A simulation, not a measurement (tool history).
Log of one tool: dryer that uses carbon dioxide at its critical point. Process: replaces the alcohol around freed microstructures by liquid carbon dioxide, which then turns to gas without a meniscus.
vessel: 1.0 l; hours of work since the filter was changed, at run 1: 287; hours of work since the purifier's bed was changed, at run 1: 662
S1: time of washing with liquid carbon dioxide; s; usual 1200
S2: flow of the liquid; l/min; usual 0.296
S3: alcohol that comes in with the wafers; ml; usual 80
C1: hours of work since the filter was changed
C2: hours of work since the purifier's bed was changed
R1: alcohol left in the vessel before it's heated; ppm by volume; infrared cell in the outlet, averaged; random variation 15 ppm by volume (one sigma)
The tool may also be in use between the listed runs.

{"run": 1, "hour": 0.0, "S1": 1200, "S2": 0.296, "S3": 80, "C1": 287, "C2": 662, "R1": 1299}
{"run": 2, "hour": 33.2, "S1": 1200, "S2": 0.29, "S3": 80, "C1": 304, "C2": 679, "R1": 1431}
{"run": 3, "hour": 47.3, "S1": 1200, "S2": 0.29, "S3": 80, "C1": 311, "C2": 686, "R1": 1433}
{"run": 4, "hour": 66.6, "S1": 1560, "S2": 0.296, "S3": 80, "C1": 321, "C2": 696, "R1": 446}
{"run": 5, "hour": 80.7, "S1": 1560, "S2": 0.296, "S3": 80, "C1": 328, "C2": 704, "R1": 429}
{"run": 6, "hour": 109.3, "S1": 1560, "S2": 0.296, "S3": 80, "C1": 343, "C2": 718, "R1": 432}
{"run": 7, "hour": 128.6, "S1": 1200, "S2": 0.296, "S3": 80, "C1": 353, "C2": 728, "R1": 1361}
{"run": 8, "hour": 143.1, "S1": 1200, "S2": 0.296, "S3": 80, "C1": 360, "C2": 736, "R1": 1388}
{"run": 9, "hour": 170.3, "S1": 1200, "S2": 0.296, "S3": 80, "C1": 374, "C2": 749, "R1": 1378}
{"run": 10, "hour": 202.8, "S1": 1500, "S2": 0.296, "S3": 80, "C1": 391, "C2": 766, "R1": 550}
{"hour": 231.7, "done": "inlet filter changed"}
{"run": 11, "hour": 232.0, "S1": 1680, "S2": 0.386, "S3": 52, "C1": 0, "C2": 781, "R1": 99}
{"run": 12, "hour": 248.8, "S1": 1680, "S2": 0.275, "S3": 32, "C1": 9, "C2": 789, "R1": 184}
{"run": 13, "hour": 269.1, "S1": 1680, "S2": 0.275, "S3": 32, "C1": 19, "C2": 800, "R1": 184}
{"run": 14, "hour": 292.3, "S1": 1020, "S2": 0.275, "S3": 32, "C1": 31, "C2": 811, "R1": 1088}
{"run": 15, "hour": 319.6, "S1": 1200, "S2": 0.183, "S3": 90, "C1": 45, "C2": 825, "R1": 5953}
{"run": 16, "hour": 338.5, "S1": 1200, "S2": 0.183, "S3": 90, "C1": 55, "C2": 835, "R1": 5979}
{"run": 17, "hour": 367.4, "S1": 1200, "S2": 0.178, "S3": 90, "C1": 70, "C2": 850, "R1": 6285}
{"run": 18, "hour": 383.9, "S1": 1200, "S2": 0.178, "S3": 90, "C1": 78, "C2": 858, "R1": 6219}
{"hour": 389.5, "done": "purifier's bed changed"}
{"run": 19, "hour": 414.9, "S1": 1800, "S2": 0.32, "S3": 37, "C1": 92, "C2": 13, "R1": 42}
{"run": 20, "hour": 447.3, "S1": 1800, "S2": 0.32, "S3": 37, "C1": 109, "C2": 30, "R1": 44}

Forecast each of these 5 alternatives for the next run:
{"run": "A", "hour": 468.9, "S1": 1800, "S2": 0.32, "S3": 85, "C1": 120, "C2": 41, "R1": "?"}
{"run": "B", "hour": 468.9, "S1": 1740, "S2": 0.211, "S3": 80, "C1": 120, "C2": 41, "R1": "?"}
{"run": "C", "hour": 468.9, "S1": 1800, "S2": 0.192, "S3": 30, "C1": 120, "C2": 41, "R1": "?"}
{"run": "D", "hour": 468.9, "S1": 960, "S2": 0.309, "S3": 72, "C1": 120, "C2": 41, "R1": "?"}
{"run": "E", "hour": 468.9, "S1": 1800, "S2": 0.32, "S3": 60, "C1": 120, "C2": 41, "R1": "?"}

run=A R1=99
run=B R1=870
run=C R1=413
run=D R1=1977
run=E R1=62
Without the tool's hidden state the same runs would have given:
run=A R1=83
run=B R1=777
run=C R1=369
run=D R1=1808
run=E R1=49
